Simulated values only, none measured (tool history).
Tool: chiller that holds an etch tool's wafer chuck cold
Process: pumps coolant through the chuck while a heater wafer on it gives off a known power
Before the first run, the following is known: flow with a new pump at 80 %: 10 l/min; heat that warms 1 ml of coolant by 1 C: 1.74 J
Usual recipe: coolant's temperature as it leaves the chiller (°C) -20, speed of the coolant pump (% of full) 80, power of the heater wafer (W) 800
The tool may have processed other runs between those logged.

run	hour	coolant's temperature as it leaves the chiller (°C)	speed of the coolant pump (% of full)	power of the heater wafer (W)	chuck's temperature once it has settled (°C)	how much warmer the coolant comes back (C)
1	0	-20	80	800	-9.7	2.77
2	106.7	-20	80	800	-10	2.72
3	199.6	-20	80	800	-9.8	2.76
4	309.9	-20	80	800	-9.8	2.79
5	415.6	-20	80	800	-10	2.71
6	544.4	-20	80	800	-9.7	2.8
7	655.1	-20	80	800	-9.8	2.76
8	791.3	-20	80	800	-9.8	2.77
9	855.1	-20	80	800	-10	2.79
10	915.3	-24	80	800	-13.8	2.76
11	1014.3	-20	80	800	-10	2.8
12	1155.1	-20	80	565	-13	1.97
13	1269.3	-20	80	565	-12.8	1.98
14	1379.7	-20	98	800	-10.8	2.31
15	1438.2	-20	98	800	-10.6	2.26
16	1516.1	-20	98	800	-10.6	2.26
17	1598.4	-20	98	800	-10.9	2.29
18	1729.1	-20	82	429	-14.5	1.48
19	1854	-20	92	927	-9.1	2.8
20	1975.7	-20	92	927	-9	2.8
21	2089	-20	92	927	-9	2.8
22	2228.9	-22	85	800	-12	2.6
23	2288.1	-22	85	800	-12.1	2.61
24	2355.6	-16	74	631	-7.7	2.36
25	2445.8	-16	74	631	-7.6	2.33
26	2583.5	-16	80	800	-5.8	2.74

Predict the results of run 27:
27	2695.9	-16	80	800	?	?

chuck's temperature once it has settled (°C): -5.7
how much warmer the coolant comes back (C): 2.74
The same run, on a tool lacking any hidden state, would have yielded chuck's temperature once it has settled (°C) -5.7, how much warmer the coolant comes back (C) 2.74.
